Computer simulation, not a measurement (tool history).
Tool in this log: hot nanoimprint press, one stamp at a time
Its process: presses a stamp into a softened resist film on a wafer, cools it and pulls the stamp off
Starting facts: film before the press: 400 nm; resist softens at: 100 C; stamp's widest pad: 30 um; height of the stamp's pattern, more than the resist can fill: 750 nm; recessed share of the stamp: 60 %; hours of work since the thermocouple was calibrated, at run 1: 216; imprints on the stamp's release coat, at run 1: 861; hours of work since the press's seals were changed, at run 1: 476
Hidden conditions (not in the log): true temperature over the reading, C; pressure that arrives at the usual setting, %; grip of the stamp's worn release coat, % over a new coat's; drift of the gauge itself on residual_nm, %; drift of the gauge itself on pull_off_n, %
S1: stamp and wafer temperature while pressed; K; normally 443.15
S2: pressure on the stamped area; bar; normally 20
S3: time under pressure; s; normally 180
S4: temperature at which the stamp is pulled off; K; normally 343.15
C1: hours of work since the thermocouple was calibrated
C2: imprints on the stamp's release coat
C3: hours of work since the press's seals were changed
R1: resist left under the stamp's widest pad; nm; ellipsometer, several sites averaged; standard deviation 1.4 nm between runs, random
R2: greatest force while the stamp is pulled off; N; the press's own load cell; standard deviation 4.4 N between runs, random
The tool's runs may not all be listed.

run	hour	S1	S2	S3	S4	C1	C2	C3	R1	R2
1	0	443.15	20	180	343.15	216	861	476	224	291
2	28.9	443.15	20	180	343.15	232	909	492	226.6	297
3	65.4	443.15	20	180	343.15	251	970	511	224.4	305
4	103.2	443.15	24.5	180	343.15	271	1033	531	206.5	314
5	140.5	443.15	30.5	180	343.15	291	1096	551	186.8	326
6	176.6	443.15	30.5	180	343.15	310	1156	570	187.4	319
7	213	443.15	30.5	180	343.15	330	1217	590	188	329
8	237.1	443.15	23.8	180	343.15	343	1257	602	209.3	336
9	267.6	443.15	23.8	180	343.15	359	1308	619	207.9	355
10	303.7	443.15	14.3	180	343.15	378	1368	638	254.6	343
11	329.7	443.15	14.3	180	343.15	392	1412	652	258.7	346
# hour 337.3: stamp cleaned and given a new release coat
12	352.5	443.15	20	300	343.15	401	25	661	188.8	210
13	381.4	443.15	20	300	343.15	416	73	676	188	221
14	401.3	434.15	20	300	343.15	427	107	687	261.4	218
15	438.4	434.15	20	300	343.15	447	169	707	262.4	232
# hour 470.3: plate thermocouple calibrated
16	479.3	450.15	20	326	334.15	5	232	727	148.9	261
17	516	437.15	22.7	308	344.15	24	293	746	237.8	241
18	539.5	448.15	13.5	123	334.15	37	333	759	257	262
19	561.3	450.15	23.8	180	343.15	49	369	770	168.5	252
20	585.7	450.15	23.8	180	343.15	61	410	783	169.1	253
21	613.3	432.15	14.2	180	343.15	76	456	798	345.9	256
22	628.6	443.15	17.2	311	343.15	84	482	806	208.4	261
23	647.8	440.15	15.9	160	333.15	95	514	816	285.6	278
24	682.6	440.15	15.9	160	347.15	113	572	835	285.7	259
25	702.4	440.15	15.9	160	347.15	124	605	846	282.9	256
26	728.7	440.15	15.9	160	347.15	138	649	860	284.3	270
27	745.5	446.15	20.7	351	348.15	147	677	869	163.8	268
28	771.2	454.15	15.8	272	343.15	160	720	882	152.8	272
29	803.1	442.15	15.8	169	333.15	177	773	899	265	311

Predict each of these 3 candidate next runs independently; none follows another, all start after run 29:
A	827	454.15	15.4	270	333.15	190	813	912	?	?
B	827	442.15	13	169	333.15	190	813	912	?	?
C	827	443.15	21.8	180	343.15	190	813	912	?	?

run	R1	R2
A	154.4	317
B	282.2	325
C	222.9	288
Without the tool's hidden state the same runs would have given:
run	R1	R2
A	152.1	236
B	281.2	242
C	217.9	214
